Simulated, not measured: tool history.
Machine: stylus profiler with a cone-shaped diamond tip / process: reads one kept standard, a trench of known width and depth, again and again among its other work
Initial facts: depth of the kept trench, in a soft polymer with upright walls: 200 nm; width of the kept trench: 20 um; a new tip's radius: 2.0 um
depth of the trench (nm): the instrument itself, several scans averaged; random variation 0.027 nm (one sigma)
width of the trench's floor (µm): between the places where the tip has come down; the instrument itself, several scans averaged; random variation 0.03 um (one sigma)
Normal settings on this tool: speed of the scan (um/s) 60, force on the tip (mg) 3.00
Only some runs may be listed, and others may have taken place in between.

| run | hour | speed of the scan (um/s) | force on the tip (mg) | depth of the trench (nm) | width of the trench's floor (µm) |
|---|---|---|---|---|---|
| 1 | 0.0 | 60 | 3.00 | 201.35 | 17.98 |
| 2 | 13.7 | 60 | 3.00 | 201.39 | 18.03 |
| 3 | 31.9 | 16 | 3.00 | 201.33 | 18.21 |
| 4 | 48.3 | 16 | 3.00 | 201.43 | 18.19 |
| 5 | 66.6 | 16 | 3.00 | 201.37 | 18.19 |
| 6 | 82.0 | 16 | 3.00 | 201.40 | 18.16 |
| 7 | 103.5 | 16 | 3.00 | 201.39 | 18.17 |
| 8 | 124.4 | 23 | 6.97 | 202.40 | 18.16 |
| 9 | 136.0 | 21 | 1.18 | 200.73 | 18.09 |
| 10 | 154.0 | 18 | 1.18 | 200.74 | 18.16 |
| 11 | 168.1 | 54 | 3.00 | 201.40 | 18.04 |

Predict the results of run 12:
| 12 | 185.0 | 109 | 6.11 | ? | ? |

depth of the trench (nm): 202.22
width of the trench's floor (µm): 17.96
With the hidden condition absent and the run-to-run variation left alone, this run would have shown depth of the trench (nm) 202.22, width of the trench's floor (µm) 17.96.
